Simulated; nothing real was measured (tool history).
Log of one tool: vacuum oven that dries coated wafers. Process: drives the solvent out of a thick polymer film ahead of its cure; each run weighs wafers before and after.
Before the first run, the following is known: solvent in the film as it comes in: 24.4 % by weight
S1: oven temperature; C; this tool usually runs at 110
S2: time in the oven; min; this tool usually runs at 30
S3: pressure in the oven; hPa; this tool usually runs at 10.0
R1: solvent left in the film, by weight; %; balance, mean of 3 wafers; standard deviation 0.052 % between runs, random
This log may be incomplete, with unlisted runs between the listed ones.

run,hour,S1,S2,S3,R1
1,0.0,110,30,10.0,1.66
2,11.2,110,30,10.0,1.69
3,21.8,122,30,10.0,0.62
4,38.9,110,30,10.0,1.51
5,51.9,110,30,10.0,1.65
6,66.9,110,30,8.5,1.57
7,75.6,110,30,8.5,1.59
8,86.3,110,30,8.5,1.48
9,105.9,110,30,8.5,1.55
10,119.8,110,30,8.5,1.50
11,135.2,110,30,8.5,1.59
12,149.0,110,38,10.0,1.22
13,170.1,110,38,15.8,1.63
14,184.3,118,38,24.4,1.55
15,204.1,101,30,9.1,3.78
16,214.4,125,48,10.0,0.47
17,234.0,125,48,10.0,0.65
18,249.6,109,36,23.4,2.41
19,267.5,109,36,23.4,2.50
20,288.5,109,36,23.4,2.47

Estimate the outcome of run 21 from the log above:
21,306.4,104,30,5.2,?

R1: 2.64 %
Minus the tool's unlogged condition, the same run would have read R1 2.15 %.
